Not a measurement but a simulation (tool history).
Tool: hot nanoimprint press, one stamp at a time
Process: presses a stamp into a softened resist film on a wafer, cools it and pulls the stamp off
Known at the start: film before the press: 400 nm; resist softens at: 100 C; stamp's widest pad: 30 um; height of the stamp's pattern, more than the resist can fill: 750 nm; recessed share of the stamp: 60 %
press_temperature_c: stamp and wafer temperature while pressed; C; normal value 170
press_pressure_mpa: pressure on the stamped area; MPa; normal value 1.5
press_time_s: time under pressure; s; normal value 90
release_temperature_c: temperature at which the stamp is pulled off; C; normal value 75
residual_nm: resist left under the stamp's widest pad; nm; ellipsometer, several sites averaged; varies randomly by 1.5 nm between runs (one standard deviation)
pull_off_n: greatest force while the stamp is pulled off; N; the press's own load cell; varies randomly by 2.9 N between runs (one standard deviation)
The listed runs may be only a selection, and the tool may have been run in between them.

run   hour  press_temperature_c  press_pressure_mpa  press_time_s  release_temperature_c  residual_nm  pull_off_n
  1      0                  170                 1.5            90                     75        234.1         129
  2    8.4                  170                 1.5            90                     75        233.8         136
  3   28.4                  170                 1.5            90                     75        233.9         139
  4   47.5                  170                 1.5            66                     75        256.4         139
  5   63.9                  170                 1.5            66                     75        260.9         142
  6   75.3                  170                1.55            66                     75        257.3         135
  7   90.5                  170                1.55            66                     75        253.1         140
  8  104.7                  170                1.55            66                     65        252.2         154
  9    114                  170                 1.5            90                     75        234.8         139
 10  127.2                  170                 1.5            90                     75        234.1         140
 11    147                  172                 1.5            90                     75        219.7         132
 12  165.8                  163                 1.5            90                     75        297.5         138
 13  175.9                  163                 1.5            90                     75        293.6         135
 14  193.6                  170                 1.5            90                     75        234.1         138
 15  205.6                  170                 1.5            90                     75        233.3         137
 16  225.2                  168                1.78            49                     68        277.7         150
     238.4  -- stamp cleaned and given a new release coat
 17  250.8                  162                1.78            50                     79        323.1         127
 18  265.5                  162                1.78            50                     79        320.3         131
 19  286.2                  162                1.41           132                     79        282.4         128
 20  299.9                  162                1.41           132                     79        280.5         126
 21  308.5                  161                 1.5            93                     75        310.9         136
 22  325.2                  161                 1.5            93                     75        303.8         132
 23  333.5                  161                 1.5            93                     75        310.1         133
 24  351.8                  170                1.79            90                     70        220.5         147
 25  370.3                  173                 2.1            62                     82        205.9         123
 26  384.1                  173                 2.1            62                     82          207         123
 27  392.7                  169                1.46            90                     75        242.1         137
 28  403.4                  169                1.46            90                     75        247.1         141
 29    416                  167                 1.5            90                     65        260.4         155
 30  428.3                  167                 1.5            90                     82        261.2         127

Forecast each of these 4 alternatives for the next run:
  A   442                  167                1.34           124                     72            ?           ?
  B   442                  174                 1.5            95                     66            ?           ?
  C   442                  167                0.95           114                     62            ?           ?
  D   442                  167                 1.5            97                     70            ?           ?

run  residual_nm  pull_off_n
  A        247.1         145
  B        198.1         152
  C        281.3         158
  D        254.8         149
Without the tool's hidden state the same runs would have given:
run  residual_nm  pull_off_n
  A        247.7         143
  B        198.5         150
  C        281.9         156
  D        255.3         147
